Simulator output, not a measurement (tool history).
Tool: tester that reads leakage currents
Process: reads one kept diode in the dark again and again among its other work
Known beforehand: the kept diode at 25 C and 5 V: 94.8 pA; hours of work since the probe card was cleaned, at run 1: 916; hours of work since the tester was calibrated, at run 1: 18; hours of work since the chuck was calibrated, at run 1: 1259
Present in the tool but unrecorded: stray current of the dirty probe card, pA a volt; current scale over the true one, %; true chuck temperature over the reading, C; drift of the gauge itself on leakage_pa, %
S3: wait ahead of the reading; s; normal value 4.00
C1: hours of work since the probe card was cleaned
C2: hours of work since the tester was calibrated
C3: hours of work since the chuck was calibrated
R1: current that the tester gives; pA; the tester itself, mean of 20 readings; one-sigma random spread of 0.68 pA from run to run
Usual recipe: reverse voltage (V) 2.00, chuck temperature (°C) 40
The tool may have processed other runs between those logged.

Run 1, hour 0.0: usual settings; C1 916; C2 18; C3 1259. Result: R1 266.08 pA.
Run 2, hour 113.4: usual settings; C1 986; C2 89; C3 1330. Result: R1 268.31 pA.
Run 3, hour 233.0: usual settings but chuck temperature (°C) 25; C1 1061; C2 163; C3 1404. Result: R1 73.53 pA.
Run 4, hour 347.7: usual settings; C1 1132; C2 234; C3 1476. Result: R1 272.74 pA.
Run 5, hour 467.0: usual settings; C1 1206; C2 309; C3 1550. Result: R1 275.55 pA.
At hour 591.9: chuck's temperature calibrated.
Run 6, hour 620.5: usual settings; C1 1301; C2 403; C3 18. Result: R1 228.61 pA.
Run 7, hour 732.0: usual settings; C1 1370; C2 473; C3 87. Result: R1 232.20 pA.
Run 8, hour 833.6: usual settings; C1 1434; C2 536; C3 151. Result: R1 233.13 pA.
Run 9, hour 941.8: usual settings; C1 1501; C2 603; C3 218. Result: R1 234.46 pA.
Run 10, hour 1017.7: usual settings; C1 1548; C2 651; C3 265. Result: R1 237.19 pA.
Run 11, hour 1090.6: usual settings but chuck temperature (°C) 27; C1 1594; C2 696; C3 311. Result: R1 77.29 pA.
Run 12, hour 1196.3: usual settings but reverse voltage (V) 1.15; C1 1660; C2 762; C3 377. Result: R1 180.26 pA.
Run 13, hour 1291.1: usual settings but reverse voltage (V) 1.15; C1 1719; C2 821; C3 436. Result: R1 182.52 pA.
Run 14, hour 1442.4: usual settings but reverse voltage (V) 1.15; C1 1813; C2 915; C3 530. Result: R1 185.44 pA.
Run 15, hour 1577.0: usual settings but reverse voltage (V) 1.15; C1 1897; C2 999; C3 614. Result: R1 186.28 pA.
Run 16, hour 1683.9: usual settings but reverse voltage (V) 1.15, S3 0.87 s; C1 1963; C2 1066; C3 680. Result: R1 188.16 pA.
Run 17, hour 1830.2: usual settings but reverse voltage (V) 3.82, chuck temperature (°C) 35, S3 0.36 s; C1 2054; C2 1157; C3 771. Result: R1 232.82 pA.
At hour 1846.1: probe card cleaned and baked.
Run 18, hour 1943.8: usual settings but chuck temperature (°C) 20, S3 1.78 s; C1 61; C2 1226; C3 840. Result: R1 45.18 pA.
Run 19, hour 2083.9: usual settings but chuck temperature (°C) 32, S3 1.78 s; C1 148; C2 1313; C3 928. Result: R1 131.46 pA.
Run 20, hour 2221.5: usual settings but chuck temperature (°C) 32, S3 1.78 s; C1 234; C2 1399; C3 1013. Result: R1 133.17 pA.
Run 21, hour 2316.3: usual settings but reverse voltage (V) 10.79, chuck temperature (°C) 58, S3 7.16 s; C1 293; C2 1458; C3 1072. Result: R1 2566.50 pA.
At hour 2410.8: probe card cleaned and baked, once more.
Run 22, hour 2411.1: usual settings but chuck temperature (°C) 27; C1 0; C2 1515; C3 1130. Result: R1 84.63 pA.
Run 23, hour 2516.4: usual settings but chuck temperature (°C) 27; C1 66; C2 1581; C3 1195. Result: R1 85.47 pA.
Run 24, hour 2665.1: usual settings but reverse voltage (V) 5.83, chuck temperature (°C) 21, S3 9.89 s; C1 158; C2 1673; C3 1288. Result: R1 86.44 pA.
Run 25, hour 2809.4: usual settings but reverse voltage (V) 13.40, chuck temperature (°C) 23, S3 1.02 s; C1 248; C2 1763; C3 1378. Result: R1 163.80 pA.
Run 26, hour 2911.5: usual settings but reverse voltage (V) 1.80, chuck temperature (°C) 21, S3 1.18 s; C1 312; C2 1827; C3 1441. Result: R1 48.34 pA.

Alternative continuations, all from the tool just after run 26; predict every row:
Run A, hour 3046.7: usual settings but reverse voltage (V) 1.80, chuck temperature (°C) 24, S3 4.70 s; C1 396; C2 1911; C3 1526. Result: R1 ?.
Run B, hour 3046.7: usual settings but reverse voltage (V) 4.95, chuck temperature (°C) 34, S3 2.97 s; C1 396; C2 1911; C3 1526. Result: R1 ?.
Run C, hour 3046.7: usual settings but reverse voltage (V) 4.55, chuck temperature (°C) 23, S3 0.68 s; C1 396; C2 1911; C3 1526. Result: R1 ?.
Run D, hour 3046.7: usual settings but chuck temperature (°C) 44, S3 3.85 s; C1 396; C2 1911; C3 1526. Result: R1 ?.
Run E, hour 3046.7: usual settings but reverse voltage (V) 1.80, chuck temperature (°C) 21, S3 1.13 s; C1 396; C2 1911; C3 1526. Result: R1 ?.

run      R1
  A   64.56
  B  264.02
  C   95.60
  D  380.55
  E   49.05
Take away the tool's hidden state, keep each run's random variation, and the runs would have read:
run      R1
  A   51.34
  B  213.24
  C   75.88
  D  311.88
  E   38.82
